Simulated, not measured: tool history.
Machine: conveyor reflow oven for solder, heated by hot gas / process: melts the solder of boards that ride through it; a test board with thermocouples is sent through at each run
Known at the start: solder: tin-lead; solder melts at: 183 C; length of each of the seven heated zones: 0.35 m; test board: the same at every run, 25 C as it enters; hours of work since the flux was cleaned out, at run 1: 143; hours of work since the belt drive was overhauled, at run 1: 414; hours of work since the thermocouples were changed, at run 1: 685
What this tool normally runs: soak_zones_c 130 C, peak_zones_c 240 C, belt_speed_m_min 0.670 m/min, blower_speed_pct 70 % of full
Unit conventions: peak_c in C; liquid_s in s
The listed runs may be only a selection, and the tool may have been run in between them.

run,day,soak_zones_c,peak_zones_c,belt_speed_m_min,blower_speed_pct,hours of work since the flux was cleaned out,hours of work since the belt drive was overhauled,hours of work since the thermocouples were changed,peak_c,liquid_s
1,0.000,130,240,0.670,70,143,414,685,217.1,44.6
# day 0.825: flux residue cleaned out of gas plates and filters
2,1.154,130,240,0.670,68,4,426,697,215.3,42.7
3,1.971,130,240,0.670,68,15,437,708,214.9,42.8
4,3.467,130,240,0.670,70,35,456,727,216.0,44.4
5,4.279,130,240,0.670,70,45,467,738,215.1,43.5
6,5.412,130,240,0.670,70,60,482,753,215.7,43.3
7,6.138,130,240,0.670,70,69,491,762,216.0,43.2
# day 6.654: flux residue cleaned out of gas plates and filters, once more
8,7.438,130,240,0.670,70,10,506,777,218.6,43.9
9,8.962,130,240,0.670,70,30,526,797,218.1,44.1
10,9.892,131,248,0.796,86,42,538,809,222.1,40.8
11,11.183,140,240,0.670,72,59,555,826,220.3,48.7
12,12.138,145,240,0.600,70,72,567,838,223.9,60.0
13,13.654,126,247,0.659,70,92,587,858,223.3,48.4

What will run 14 give?
14,14.608,133,246,0.670,58,104,599,870,?,?

{"run 14": {"peak_c": 218.6, "liquid_s": 45.6}}
If the tool had no hidden condition, the same run with the same run-to-run variation would have returned peak_c 217.2 C, liquid_s 44.0 s.
